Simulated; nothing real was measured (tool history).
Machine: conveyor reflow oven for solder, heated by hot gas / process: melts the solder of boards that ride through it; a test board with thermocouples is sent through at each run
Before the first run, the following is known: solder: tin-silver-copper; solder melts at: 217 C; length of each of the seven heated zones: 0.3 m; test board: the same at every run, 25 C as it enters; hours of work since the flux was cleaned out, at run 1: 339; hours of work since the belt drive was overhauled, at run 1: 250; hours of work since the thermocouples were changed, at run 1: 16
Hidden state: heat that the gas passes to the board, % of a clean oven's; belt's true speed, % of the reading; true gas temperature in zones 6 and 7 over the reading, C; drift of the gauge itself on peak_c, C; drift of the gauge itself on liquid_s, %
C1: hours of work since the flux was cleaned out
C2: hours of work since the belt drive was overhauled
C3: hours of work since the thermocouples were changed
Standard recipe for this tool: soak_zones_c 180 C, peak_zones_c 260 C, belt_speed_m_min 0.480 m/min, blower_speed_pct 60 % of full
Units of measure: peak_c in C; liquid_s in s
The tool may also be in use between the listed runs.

run 1 hour=0.0 | soak_zones_c=180 peak_zones_c=260 belt_speed_m_min=0.480 blower_speed_pct=60 | C1=339 C2=250 C3=16 | peak_c=241.2 liquid_s=47.6
run 2 hour=11.7 | soak_zones_c=180 peak_zones_c=260 belt_speed_m_min=0.480 blower_speed_pct=60 | C1=345 C2=256 C3=22 | peak_c=241.1 liquid_s=47.5
run 3 hour=17.9 | soak_zones_c=180 peak_zones_c=260 belt_speed_m_min=0.480 blower_speed_pct=60 | C1=348 C2=259 C3=26 | peak_c=240.7 liquid_s=47.4
run 4 hour=24.4 | soak_zones_c=180 peak_zones_c=260 belt_speed_m_min=0.574 blower_speed_pct=60 | C1=352 C2=263 C3=29 | peak_c=234.5 liquid_s=31.4
run 5 hour=32.8 | soak_zones_c=180 peak_zones_c=260 belt_speed_m_min=0.574 blower_speed_pct=60 | C1=356 C2=267 C3=33 | peak_c=234.0 liquid_s=30.0
run 6 hour=40.6 | soak_zones_c=180 peak_zones_c=260 belt_speed_m_min=0.574 blower_speed_pct=60 | C1=360 C2=271 C3=38 | peak_c=234.6 liquid_s=30.9
run 7 hour=53.6 | soak_zones_c=180 peak_zones_c=260 belt_speed_m_min=0.574 blower_speed_pct=60 | C1=367 C2=278 C3=44 | peak_c=235.1 liquid_s=31.5
run 8 hour=66.8 | soak_zones_c=180 peak_zones_c=260 belt_speed_m_min=0.574 blower_speed_pct=60 | C1=374 C2=285 C3=51 | peak_c=234.3 liquid_s=31.0
run 9 hour=79.2 | soak_zones_c=180 peak_zones_c=260 belt_speed_m_min=0.574 blower_speed_pct=60 | C1=381 C2=292 C3=58 | peak_c=234.0 liquid_s=30.4
run 10 hour=85.3 | soak_zones_c=180 peak_zones_c=260 belt_speed_m_min=0.574 blower_speed_pct=60 | C1=384 C2=295 C3=61 | peak_c=234.2 liquid_s=31.5
-- hour=98.8 flux residue cleaned out of gas plates and filters
run 11 hour=99.3 | soak_zones_c=180 peak_zones_c=260 belt_speed_m_min=0.574 blower_speed_pct=60 | C1=0 C2=300 C3=66 | peak_c=233.4 liquid_s=28.7
run 12 hour=109.6 | soak_zones_c=180 peak_zones_c=260 belt_speed_m_min=0.574 blower_speed_pct=60 | C1=6 C2=305 C3=71 | peak_c=233.2 liquid_s=29.2
run 13 hour=118.3 | soak_zones_c=180 peak_zones_c=260 belt_speed_m_min=0.574 blower_speed_pct=60 | C1=10 C2=310 C3=76 | peak_c=232.9 liquid_s=29.1
run 14 hour=131.3 | soak_zones_c=180 peak_zones_c=260 belt_speed_m_min=0.511 blower_speed_pct=60 | C1=17 C2=316 C3=83 | peak_c=238.1 liquid_s=39.8
-- hour=137.6 flux residue cleaned out of gas plates and filters, once more
run 15 hour=148.5 | soak_zones_c=180 peak_zones_c=260 belt_speed_m_min=0.511 blower_speed_pct=77 | C1=6 C2=323 C3=89 | peak_c=245.8 liquid_s=50.1
run 16 hour=161.8 | soak_zones_c=180 peak_zones_c=260 belt_speed_m_min=0.511 blower_speed_pct=77 | C1=13 C2=330 C3=96 | peak_c=246.3 liquid_s=51.3
run 17 hour=167.4 | soak_zones_c=180 peak_zones_c=260 belt_speed_m_min=0.480 blower_speed_pct=81 | C1=16 C2=333 C3=99 | peak_c=247.5 liquid_s=56.8
run 18 hour=176.6 | soak_zones_c=180 peak_zones_c=274 belt_speed_m_min=0.480 blower_speed_pct=60 | C1=21 C2=338 C3=104 | peak_c=254.0 liquid_s=58.9
run 19 hour=182.3 | soak_zones_c=185 peak_zones_c=260 belt_speed_m_min=0.555 blower_speed_pct=60 | C1=24 C2=341 C3=107 | peak_c=239.4 liquid_s=39.3
run 20 hour=192.1 | soak_zones_c=170 peak_zones_c=260 belt_speed_m_min=0.480 blower_speed_pct=75 | C1=29 C2=346 C3=112 | peak_c=245.1 liquid_s=49.9
run 21 hour=199.1 | soak_zones_c=184 peak_zones_c=260 belt_speed_m_min=0.480 blower_speed_pct=75 | C1=32 C2=349 C3=116 | peak_c=247.2 liquid_s=57.0
run 22 hour=209.0 | soak_zones_c=180 peak_zones_c=260 belt_speed_m_min=0.560 blower_speed_pct=60 | C1=38 C2=355 C3=121 | peak_c=237.6 liquid_s=35.6
run 23 hour=215.5 | soak_zones_c=181 peak_zones_c=260 belt_speed_m_min=0.424 blower_speed_pct=60 | C1=41 C2=358 C3=124 | peak_c=246.3 liquid_s=62.6
run 24 hour=221.6 | soak_zones_c=166 peak_zones_c=259 belt_speed_m_min=0.480 blower_speed_pct=85 | C1=44 C2=361 C3=128 | peak_c=245.8 liquid_s=50.1
run 25 hour=227.8 | soak_zones_c=177 peak_zones_c=267 belt_speed_m_min=0.480 blower_speed_pct=83 | C1=47 C2=365 C3=131 | peak_c=254.0 liquid_s=60.2
run 26 hour=236.4 | soak_zones_c=187 peak_zones_c=263 belt_speed_m_min=0.531 blower_speed_pct=55 | C1=52 C2=369 C3=135 | peak_c=240.3 liquid_s=43.7
run 27 hour=243.3 | soak_zones_c=173 peak_zones_c=251 belt_speed_m_min=0.531 blower_speed_pct=55 | C1=56 C2=373 C3=139 | peak_c=228.6 liquid_s=23.0
run 28 hour=254.1 | soak_zones_c=173 peak_zones_c=251 belt_speed_m_min=0.531 blower_speed_pct=55 | C1=61 C2=378 C3=145 | peak_c=228.4 liquid_s=22.9
run 29 hour=266.2 | soak_zones_c=173 peak_zones_c=251 belt_speed_m_min=0.531 blower_speed_pct=87 | C1=68 C2=385 C3=151 | peak_c=237.6 liquid_s=40.0
run 30 hour=274.5 | soak_zones_c=173 peak_zones_c=262 belt_speed_m_min=0.460 blower_speed_pct=87 | C1=72 C2=389 C3=155 | peak_c=252.0 liquid_s=59.5

Measured result minus the same run's result without the hidden state. Both carry the same run-to-run variation, though not necessarily the same gauge scatter:
run=1 peak_c=-1.5 liquid_s=-2.0
run=2 peak_c=-1.6 liquid_s=-1.9
run=3 peak_c=-1.6 liquid_s=-2.1
run=4 peak_c=-2.0 liquid_s=-2.7
run=5 peak_c=-2.0 liquid_s=-2.7
run=6 peak_c=-2.0 liquid_s=-2.7
run=7 peak_c=-2.1 liquid_s=-2.7
run=8 peak_c=-2.2 liquid_s=-2.8
run=9 peak_c=-2.2 liquid_s=-2.9
run=10 peak_c=-2.2 liquid_s=-3.0
run=11 peak_c=-3.4 liquid_s=-4.7
run=12 peak_c=-3.4 liquid_s=-4.8
run=13 peak_c=-3.5 liquid_s=-4.9
run=14 peak_c=-3.1 liquid_s=-4.2
run=15 peak_c=-0.1 liquid_s=+0.1
run=16 peak_c=-0.2 liquid_s=+0.1
run=17 peak_c=-0.2 liquid_s=+0.1
run=18 peak_c=-0.2 liquid_s=+0.2
run=19 peak_c=-0.2 liquid_s=+0.0
run=20 peak_c=-0.2 liquid_s=+0.0
run=21 peak_c=-0.3 liquid_s=+0.1
run=22 peak_c=-0.2 liquid_s=-0.1
run=23 peak_c=-0.3 liquid_s=+0.1
run=24 peak_c=-0.3 liquid_s=-0.1
run=25 peak_c=-0.4 liquid_s=+0.0
run=26 peak_c=-0.3 liquid_s=-0.1
run=27 peak_c=-0.3 liquid_s=-0.5
run=28 peak_c=-0.4 liquid_s=-0.4
run=29 peak_c=-0.5 liquid_s=-0.4
run=30 peak_c=-0.5 liquid_s=-0.2
